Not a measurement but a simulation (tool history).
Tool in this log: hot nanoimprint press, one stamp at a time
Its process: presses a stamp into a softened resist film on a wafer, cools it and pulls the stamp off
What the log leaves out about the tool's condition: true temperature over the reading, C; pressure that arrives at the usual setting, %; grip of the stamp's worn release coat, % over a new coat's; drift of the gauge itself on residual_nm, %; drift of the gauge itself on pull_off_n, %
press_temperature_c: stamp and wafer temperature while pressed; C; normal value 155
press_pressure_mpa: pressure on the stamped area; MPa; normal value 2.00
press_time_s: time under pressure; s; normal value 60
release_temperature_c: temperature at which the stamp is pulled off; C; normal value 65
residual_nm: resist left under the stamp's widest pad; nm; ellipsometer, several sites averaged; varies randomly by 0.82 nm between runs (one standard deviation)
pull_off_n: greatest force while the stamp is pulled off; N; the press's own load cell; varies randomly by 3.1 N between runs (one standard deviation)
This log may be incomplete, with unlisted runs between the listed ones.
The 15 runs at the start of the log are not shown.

run	hour	press_temperature_c	press_pressure_mpa	press_time_s	release_temperature_c	hours of work since the thermocouple was calibrated	imprints on the stamp's release coat	hours of work since the press's seals were changed	residual_nm	pull_off_n
16	200.0	155	2.51	60	65	269	357	187	94.8	147
17	212.2	155	2.51	60	65	276	402	193	97.0	150
18	221.9	161	1.51	38	57	280	439	198	108.0	167
19	235.4	161	2.29	79	57	287	489	205	63.6	170
20	244.3	155	1.53	95	69	292	522	209	106.4	132
21	252.0	155	1.22	60	63	296	551	213	142.3	149
22	267.8	155	2.69	60	63	303	610	221	93.2	151
23	284.2	155	1.95	33	58	312	671	229	137.0	157
24	295.1	161	1.48	33	66	317	712	235	113.7	141
25	305.3	161	1.48	33	66	322	750	240	115.1	146
26	321.4	161	1.48	33	66	330	810	248	114.2	137
27	331.6	158	1.20	60	67	335	848	253	119.8	145
28	347.7	158	1.20	60	67	343	909	261	119.1	138
29	356.2	160	1.20	60	62	348	940	265	107.0	154
30	368.6	155	2.00	60	51	354	987	272	108.6	185

Below are 4 alternative next runs, each starting from the tool's condition after run 30. Predict each:
A	376.4	155	1.44	60	65	358	1016	275	?	?
B	376.4	155	2.00	60	56	358	1016	275	?	?
C	376.4	154	2.00	60	65	358	1016	275	?	?
D	376.4	152	1.30	37	51	358	1016	275	?	?

run	residual_nm	pull_off_n
A	130.0	150
B	110.0	171
C	116.9	141
D	184.6	185
With no hidden state in the tool, these same runs would have given:
run	residual_nm	pull_off_n
A	129.9	148
B	109.9	169
C	116.8	140
D	184.5	184
